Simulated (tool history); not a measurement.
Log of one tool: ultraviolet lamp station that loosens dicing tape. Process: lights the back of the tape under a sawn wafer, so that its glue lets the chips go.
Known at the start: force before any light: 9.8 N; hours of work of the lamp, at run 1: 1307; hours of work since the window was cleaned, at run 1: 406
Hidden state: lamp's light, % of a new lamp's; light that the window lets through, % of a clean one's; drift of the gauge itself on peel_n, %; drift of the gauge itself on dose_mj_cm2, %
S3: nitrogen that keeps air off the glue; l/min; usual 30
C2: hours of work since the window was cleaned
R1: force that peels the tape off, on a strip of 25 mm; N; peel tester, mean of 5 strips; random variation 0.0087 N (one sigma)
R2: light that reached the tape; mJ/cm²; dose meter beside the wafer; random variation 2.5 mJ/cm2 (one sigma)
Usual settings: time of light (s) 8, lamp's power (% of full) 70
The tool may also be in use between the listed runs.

Run 1, hour 0.0: usual settings; hours of work of the lamp 1307; C2 406. Result: R1 1.092 N, R2 177 mJ/cm².
At hour 18.0: lamp changed.
Run 2, hour 76.2: usual settings; hours of work of the lamp 35; C2 452. Result: R1 0.423 N, R2 291 mJ/cm².
Run 3, hour 123.1: usual settings; hours of work of the lamp 63; C2 480. Result: R1 0.434 N, R2 286 mJ/cm².
Run 4, hour 160.6: usual settings but S3 43 l/min; hours of work of the lamp 86; C2 502. Result: R1 0.359 N, R2 281 mJ/cm².
Run 5, hour 192.2: usual settings but S3 43 l/min; hours of work of the lamp 105; C2 521. Result: R1 0.378 N, R2 277 mJ/cm².
Run 6, hour 225.8: usual settings but S3 43 l/min; hours of work of the lamp 125; C2 541. Result: R1 0.365 N, R2 275 mJ/cm².
Run 7, hour 260.6: usual settings but S3 43 l/min; hours of work of the lamp 146; C2 562. Result: R1 0.369 N, R2 271 mJ/cm².
Run 8, hour 318.6: usual settings but S3 43 l/min; hours of work of the lamp 181; C2 597. Result: R1 0.394 N, R2 267 mJ/cm².
Run 9, hour 355.0: usual settings but S3 43 l/min; hours of work of the lamp 202; C2 619. Result: R1 0.387 N, R2 267 mJ/cm².
Run 10, hour 387.6: usual settings but S3 43 l/min; hours of work of the lamp 222; C2 639. Result: R1 0.400 N, R2 261 mJ/cm².
Run 11, hour 438.8: usual settings but S3 43 l/min; hours of work of the lamp 253; C2 669. Result: R1 0.400 N, R2 255 mJ/cm².
At hour 479.0: window cleaned of glue's vapour.
Run 12, hour 483.0: usual settings but S3 43 l/min; hours of work of the lamp 279; C2 2. Result: R1 0.348 N, R2 277 mJ/cm².
Run 13, hour 555.8: usual settings but S3 43 l/min; hours of work of the lamp 323; C2 46. Result: R1 0.370 N, R2 277 mJ/cm².
Run 14, hour 598.2: usual settings but S3 43 l/min; hours of work of the lamp 348; C2 72. Result: R1 0.376 N, R2 268 mJ/cm².
Run 15, hour 645.5: usual settings but time of light (s) 16, lamp's power (% of full) 62; hours of work of the lamp 377; C2 100. Result: R1 0.234 N, R2 477 mJ/cm².
Run 16, hour 699.2: usual settings but time of light (s) 4, lamp's power (% of full) 98, S3 26 l/min; hours of work of the lamp 409; C2 132. Result: R1 1.127 N, R2 186 mJ/cm².
Run 17, hour 760.9: usual settings but time of light (s) 4, lamp's power (% of full) 66, S3 47 l/min; hours of work of the lamp 446; C2 169. Result: R1 1.588 N, R2 122 mJ/cm².
Run 18, hour 806.5: usual settings but time of light (s) 4, lamp's power (% of full) 66, S3 47 l/min; hours of work of the lamp 473; C2 197. Result: R1 1.616 N, R2 121 mJ/cm².
Run 19, hour 855.4: usual settings but time of light (s) 14, lamp's power (% of full) 72, S3 41 l/min; hours of work of the lamp 503; C2 226. Result: R1 0.238 N, R2 449 mJ/cm².
Run 20, hour 904.7: usual settings but lamp's power (% of full) 74; hours of work of the lamp 532; C2 256. Result: R1 0.485 N, R2 256 mJ/cm².
Run 21, hour 974.2: usual settings but lamp's power (% of full) 62; hours of work of the lamp 574; C2 297. Result: R1 0.748 N, R2 212 mJ/cm².
Run 22, hour 1005.6: usual settings but time of light (s) 6, lamp's power (% of full) 65; hours of work of the lamp 593; C2 316. Result: R1 1.234 N, R2 167 mJ/cm².
Run 23, hour 1048.8: usual settings but S3 13 l/min; hours of work of the lamp 619; C2 342. Result: R1 1.129 N, R2 239 mJ/cm².
Run 24, hour 1094.7: usual settings but lamp's power (% of full) 72, S3 34 l/min; hours of work of the lamp 646; C2 370. Result: R1 0.537 N, R2 239 mJ/cm².
Run 25, hour 1162.7: usual settings but time of light (s) 10; hours of work of the lamp 687; C2 411. Result: R1 0.423 N, R2 285 mJ/cm².
Run 26, hour 1193.8: usual settings but time of light (s) 5, lamp's power (% of full) 66, S3 9 l/min; hours of work of the lamp 706; C2 429. Result: R1 3.388 N, R2 128 mJ/cm².
Run 27, hour 1241.9: usual settings but time of light (s) 7, lamp's power (% of full) 99, S3 16 l/min; hours of work of the lamp 735; C2 458. Result: R1 0.760 N, R2 273 mJ/cm².
Run 28, hour 1284.6: usual settings but time of light (s) 7, lamp's power (% of full) 66, S3 56 l/min; hours of work of the lamp 760; C2 484. Result: R1 0.672 N, R2 181 mJ/cm².

Forecast each of these 4 alternatives for the next run:
Run A, hour 1360.0: usual settings but lamp's power (% of full) 61; hours of work of the lamp 806; C2 529. Result: R1 ?, R2 ?.
Run B, hour 1360.0: usual settings but time of light (s) 4, lamp's power (% of full) 67, S3 14 l/min; hours of work of the lamp 806; C2 529. Result: R1 ?, R2 ?.
Run C, hour 1360.0: usual settings but time of light (s) 4, lamp's power (% of full) 64, S3 16 l/min; hours of work of the lamp 806; C2 529. Result: R1 ?, R2 ?.
Run D, hour 1360.0: usual settings but time of light (s) 13, lamp's power (% of full) 61, S3 25 l/min; hours of work of the lamp 806; C2 529. Result: R1 ?, R2 ?.

run     R1   R2
  A  0.959  185
  B  3.568  103
  C  3.473   97
  D  0.436  298
Without the tool's hidden state the same runs would have given:
run     R1   R2
  A  0.431  276
  B  2.245  153
  C  2.177  144
  D  0.262  443

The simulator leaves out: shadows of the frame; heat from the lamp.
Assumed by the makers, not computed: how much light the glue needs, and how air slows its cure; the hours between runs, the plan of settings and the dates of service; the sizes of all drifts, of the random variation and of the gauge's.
